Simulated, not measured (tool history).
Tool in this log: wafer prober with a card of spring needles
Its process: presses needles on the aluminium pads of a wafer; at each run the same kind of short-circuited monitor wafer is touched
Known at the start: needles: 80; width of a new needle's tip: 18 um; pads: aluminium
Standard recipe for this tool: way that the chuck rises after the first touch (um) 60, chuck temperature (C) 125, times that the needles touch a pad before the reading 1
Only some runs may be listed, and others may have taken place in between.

run   hour  way that the chuck rises after the first touch (um)  chuck temperature (C)  times that the needles touch a pad before the reading  resistance of one needle with its contact and lead (mohm)  way that a needle slides on the pad (um)
  1    0.0                                                   60                    125                                                      1                                                        249                                     16.70
  2   11.5                                                   60                     58                                                      1                                                        236                                     16.62
  3   19.6                                                   60                     58                                                      1                                                        233                                     16.68
  4   32.3                                                   60                     58                                                      1                                                        231                                     16.64
  5   41.8                                                   60                    125                                                      1                                                        248                                     16.63
  6   51.5                                                   60                    125                                                      1                                                        247                                     16.55
  7   60.8                                                   59                    125                                                      1                                                        247                                     16.27
  8   66.9                                                   59                    125                                                      1                                                        252                                     16.21
  9   73.2                                                   59                    125                                                      1                                                        247                                     16.28
 10   81.9                                                   59                    125                                                      1                                                        246                                     16.21
 11   89.6                                                   60                     34                                                      1                                                        227                                     16.51
 12   98.7                                                   60                     34                                                      1                                                        230                                     16.39
 13  106.8                                                   60                     92                                                      1                                                        236                                     16.41
 14  118.4                                                   60                     92                                                      1                                                        238                                     16.73
 15  130.2                                                   60                     92                                                      1                                                        242                                     16.66
 16  136.0                                                   60                     92                                                      1                                                        241                                     16.61
 17  143.6                                                   60                    125                                                      1                                                        245                                     16.65
 18  156.3                                                   74                     72                                                      2                                                        234                                     20.45
 19  166.7                                                   74                     72                                                      2                                                        228                                     20.44
 20  172.9                                                   57                     39                                                      3                                                        232                                     15.79
 21  184.9                                                   53                    118                                                      1                                                        247                                     14.56
 22  192.8                                                   53                    118                                                      1                                                        247                                     14.58
 23  198.7                                                   69                     54                                                      2                                                        230                                     18.95
 24  210.7                                                   69                     54                                                      2                                                        225                                     18.84
 25  223.1                                                   69                     54                                                      2                                                        228                                     18.93
 26  233.9                                                   69                     54                                                      2                                                        227                                     18.89
 27  243.5                                                   69                     54                                                      2                                                        226                                     18.82
 28  255.3                                                   60                    121                                                      1                                                        246                                     16.33
 29  266.3                                                   60                    121                                                      1                                                        246                                     16.32
 30  274.8                                                   46                     62                                                      1                                                        235                                     12.49
 31  287.1                                                   46                     62                                                      1                                                        239                                     12.41
 32  297.4                                                   71                     60                                                      2                                                        231                                     19.29
 33  310.0                                                   74                    125                                                      1                                                        245                                     19.95

Missing from the log above: 16 entries noted between runs. For each, name the pair of listed runs it sits between and say how the tool's hidden condition differs from the listed run just before to the listed run just after:
Run 1 -> run 2: tips cleaned on abrasive film (hour 5.8)
  debris on the tips, nm: 2.6 -> 1.4; way that the needles fall short of the set height, um: 0.02 -> 0.03; drift of the gauge itself on scrub_um, %: 0 -> -0.15
  measured less the result without the state, way that a needle slides on the pad (um): -0.01 -> -0.03
Run 3 -> run 4: tips cleaned on abrasive film (hour 26.9)
  debris on the tips, nm: 2.3 -> 1.2; drift of the gauge itself on scrub_um, %: -0.26 -> -0.43
  measured less the result without the state, way that a needle slides on the pad (um): -0.05 -> -0.08
Run 5 -> run 6: tips cleaned on abrasive film (hour 48.7)
  debris on the tips, nm: 2.4 -> 0.7; drift of the gauge itself on scrub_um, %: -0.56 -> -0.68
  measured less the result without the state, way that a needle slides on the pad (um): -0.10 -> -0.13
Run 8 -> run 9: tips cleaned on abrasive film (hour 70.7)
  debris on the tips, nm: 2.6 -> 0.6; drift of the gauge itself on scrub_um, %: -0.89 -> -0.97
  measured less the result without the state, way that a needle slides on the pad (um): -0.15 -> -0.17
Run 11 -> run 12: tips cleaned on abrasive film (hour 92.4)
  debris on the tips, nm: 2.6 -> 1.3; way that the needles fall short of the set height, um: 0.03 -> 0.04; drift of the gauge itself on scrub_um, %: -1.19 -> -1.31
  measured less the result without the state, way that a needle slides on the pad (um): -0.20 -> -0.22
Run 13 -> run 14: tips cleaned on abrasive film (hour 114.0); gauge calibrated (hour 114.9)
  debris on the tips, nm: 2.2 -> 0.9; drift of the gauge itself on scrub_um, %: -1.42 -> -0.05
  measured less the result without the state, way that a needle slides on the pad (um): -0.24 -> -0.02
Run 15 -> run 16: tips cleaned on abrasive film (hour 135.2)
  debris on the tips, nm: 2.4 -> 0.3; drift of the gauge itself on scrub_um, %: -0.2 -> -0.28
  measured less the result without the state, way that a needle slides on the pad (um): -0.05 -> -0.06
Run 17 -> run 18: tips cleaned on abrasive film (hour 156.3)
  debris on the tips, nm: 1.6 -> 0.2; drift of the gauge itself on scrub_um, %: -0.38 -> -0.55
  measured less the result without the state, way that a needle slides on the pad (um): -0.08 -> -0.13
Run 20 -> run 21: tips cleaned on abrasive film (hour 177.8)
  debris on the tips, nm: 2.5 -> 1.4; drift of the gauge itself on scrub_um, %: -0.77 -> -0.93
  measured less the result without the state, way that a needle slides on the pad (um): -0.13 -> -0.15
Run 23 -> run 24: tips cleaned on abrasive film (hour 199.9)
  debris on the tips, nm: 2.7 -> 1.9; way that the needles fall short of the set height, um: 0.04 -> 0.05; tips' diameter, um: 18.01 -> 18.02; drift of the gauge itself on scrub_um, %: -1.12 -> -1.27
  measured less the result without the state, way that a needle slides on the pad (um): -0.23 -> -0.26
Run 24 -> run 25: tips cleaned on abrasive film (hour 221.2)
  debris on the tips, nm: 1.9 -> 0.5; drift of the gauge itself on scrub_um, %: -1.27 -> -1.44
  measured less the result without the state, way that a needle slides on the pad (um): -0.26 -> -0.29
Run 26 -> run 27: tips cleaned on abrasive film (hour 242.6)
  debris on the tips, nm: 2 -> 0.4; drift of the gauge itself on scrub_um, %: -1.58 -> -1.71
  measured less the result without the state, way that a needle slides on the pad (um): -0.32 -> -0.34
Run 28 -> run 29: tips cleaned on abrasive film (hour 264.7)
  debris on the tips, nm: 2 -> 0.5; drift of the gauge itself on scrub_um, %: -1.87 -> -2.01
  measured less the result without the state, way that a needle slides on the pad (um): -0.33 -> -0.35
Run 30 -> run 31: tips cleaned on abrasive film (hour 286.0)
  debris on the tips, nm: 1.8 -> 0.4; drift of the gauge itself on scrub_um, %: -2.13 -> -2.29
  measured less the result without the state, way that a needle slides on the pad (um): -0.29 -> -0.30
Run 32 -> run 33: tips cleaned on abrasive film (hour 307.6)
  debris on the tips, nm: 1.9 -> 0.7; way that the needles fall short of the set height, um: 0.05 -> 0.06; drift of the gauge itself on scrub_um, %: -2.43 -> -2.6
  measured less the result without the state, way that a needle slides on the pad (um): -0.50 -> -0.55

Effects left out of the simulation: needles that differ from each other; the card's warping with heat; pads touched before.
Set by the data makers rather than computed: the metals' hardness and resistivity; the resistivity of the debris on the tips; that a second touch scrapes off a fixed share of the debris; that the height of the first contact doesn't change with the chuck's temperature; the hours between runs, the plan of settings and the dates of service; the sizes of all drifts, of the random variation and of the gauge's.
